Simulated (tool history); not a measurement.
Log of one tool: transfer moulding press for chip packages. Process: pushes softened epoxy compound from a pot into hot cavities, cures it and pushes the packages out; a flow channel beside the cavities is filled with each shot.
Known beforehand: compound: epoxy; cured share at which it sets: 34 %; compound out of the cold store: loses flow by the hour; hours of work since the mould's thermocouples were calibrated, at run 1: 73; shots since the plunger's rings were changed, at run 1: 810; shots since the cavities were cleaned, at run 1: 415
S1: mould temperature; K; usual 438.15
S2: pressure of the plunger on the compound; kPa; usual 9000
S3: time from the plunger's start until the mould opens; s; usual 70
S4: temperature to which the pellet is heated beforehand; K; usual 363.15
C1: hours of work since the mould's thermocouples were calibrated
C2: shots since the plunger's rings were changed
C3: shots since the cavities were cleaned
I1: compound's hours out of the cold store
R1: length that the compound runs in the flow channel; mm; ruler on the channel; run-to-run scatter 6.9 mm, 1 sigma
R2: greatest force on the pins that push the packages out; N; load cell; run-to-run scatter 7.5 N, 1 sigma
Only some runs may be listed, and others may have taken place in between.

run     day      S1    S2   S3      S4   C1    C2   C3    I1   R1   R2
  1       0  438.15  9000   70  363.15   73   810  415   8.4  857  518
  2   0.496  438.15  9000   70  363.15   81  1000  605  43.8  756  493
      1.075  -- cavities cleaned with cleaning compound and waxed
  3   1.083  438.15  9000   70  361.15   89  1202    2  13.9  841  632
  4   1.362  438.15  9000   60  363.15   93  1309  109  27.8  791  866
  5   1.608  438.15  9000   60  363.15   97  1403  203  26.6  795  869
  6   2.133  438.15  9000   60  363.15  105  1605  405  40.1  767  790
  7   2.638  438.15  9000   60  363.15  112  1800  600  46.8  751  782
  8   3.021  438.15  9000  100  363.15  118  1947  747  23.4  793  366
      3.208  -- cavities cleaned with cleaning compound and waxed
      3.629  -- cavities cleaned with cleaning compound and waxed, once more
  9   3.654  438.15  9000  100  363.15  126  2142   10  21.8  823  220
 10   3.946  438.15  9000   70  361.15  130  2254  122  18.4  822  395
 11   4.275  446.15  9000   70  363.15  135  2381  249  39.3  743  291
 12   4.754  438.15  9000  109  363.15  142  2565  433  10.3  834  295
 13   5.004  438.15  9000  109  363.15  146  2661  529  37.2  752  313
 14   5.275  438.15  9000   70  363.15  150  2764  632  27.2  779  529
 15   5.554  438.15  9000   70  363.15  154  2872  740  30.5  780  514
      5.792  -- cavities cleaned with cleaning compound and waxed
 16   5.992  438.15  9000   56  363.15  160  3017   77  17.5  804  668
 17   6.225  438.15  9000   56  363.15  163  3106  166  23.1  796  722
 18   6.733  438.15  9000   56  363.15  171  3302  362  47.9  728  755
 19   7.083  438.15  8330   70  363.15  176  3436  496  25.4  740  477
 20   7.542  438.15  8330   70  373.15  183  3611  671  39.8  717  476
      7.942  -- cavities cleaned with cleaning compound and waxed
 21   7.954  438.15  8330   70  373.15  188  3747    6  13.8  785  321
 22   8.258  430.15  9000   88  363.15  193  3863  122  26.7  816  428
 23   8.717  444.15  9360   52  359.15  200  4038  297  25.8  763  625
 24   8.992  444.15  9360   52  359.15  204  4144  403  33.3  749  671
 25   9.333  438.15  7770   79  368.15  209  4276  535  34.9  702  374
 26   9.742  441.15  6810   84  360.15  215  4432  691  35.7  646  333
 27   9.992  432.15  9000   79  353.15  219  4529  788  30.4  786  647
     10.079  -- cavities cleaned with cleaning compound and waxed
 28  10.292  431.15  9050   80  371.15  222  4621   82  14.8  834  441

Describe how what the log doesn't record of the tool's condition differs between the last listed run preceding each entry between runs and the first listed run following it.
Run 2 -> run 3: cavities cleaned with cleaning compound and waxed (day 1.075)
  true mould temperature over the reading, C: -0.06 -> -0.04; pressure that reaches the compound, % of what is set: 97.35 -> 96.89; grip of the stained cavities, % over clean ones': 61.1 -> 83.7
  measured result minus the result with no hidden state, R1: -11 -> -13 mm; R2: +187 -> +288 N
Run 8 -> run 9: cavities cleaned with cleaning compound and waxed (day 3.208); cavities cleaned with cleaning compound and waxed, once more (day 3.629)
  true mould temperature over the reading, C: 0.01 -> 0.02; pressure that reaches the compound, % of what is set: 95.18 -> 94.73; grip of the stained cavities, % over clean ones': 74.8 -> 3.9
  measured result minus the result with no hidden state, R1: -19 -> -23 mm; R2: +155 -> +8 N
Run 15 -> run 16: cavities cleaned with cleaning compound and waxed (day 5.792)
  true mould temperature over the reading, C: 0.08 -> 0.09; pressure that reaches the compound, % of what is set: 93.05 -> 92.74; grip of the stained cavities, % over clean ones': 63.1 -> 13.4
  measured result minus the result with no hidden state, R1: -29 -> -31 mm; R2: +200 -> +75 N
Run 20 -> run 21: cavities cleaned with cleaning compound and waxed (day 7.942)
  true mould temperature over the reading, C: 0.13 -> 0.14; pressure that reaches the compound, % of what is set: 91.27 -> 90.95; grip of the stained cavities, % over clean ones': 60.7 -> 1.4
  measured result minus the result with no hidden state, R1: -34 -> -39 mm; R2: +174 -> +1 N
Run 27 -> run 28: cavities cleaned with cleaning compound and waxed (day 10.079)
  true mould temperature over the reading, C: 0.2 -> 0.21; pressure that reaches the compound, % of what is set: 89.17 -> 88.97; grip of the stained cavities, % over clean ones': 64.2 -> 14
  measured result minus the result with no hidden state, R1: -47 -> -51 mm; R2: +244 -> +47 N
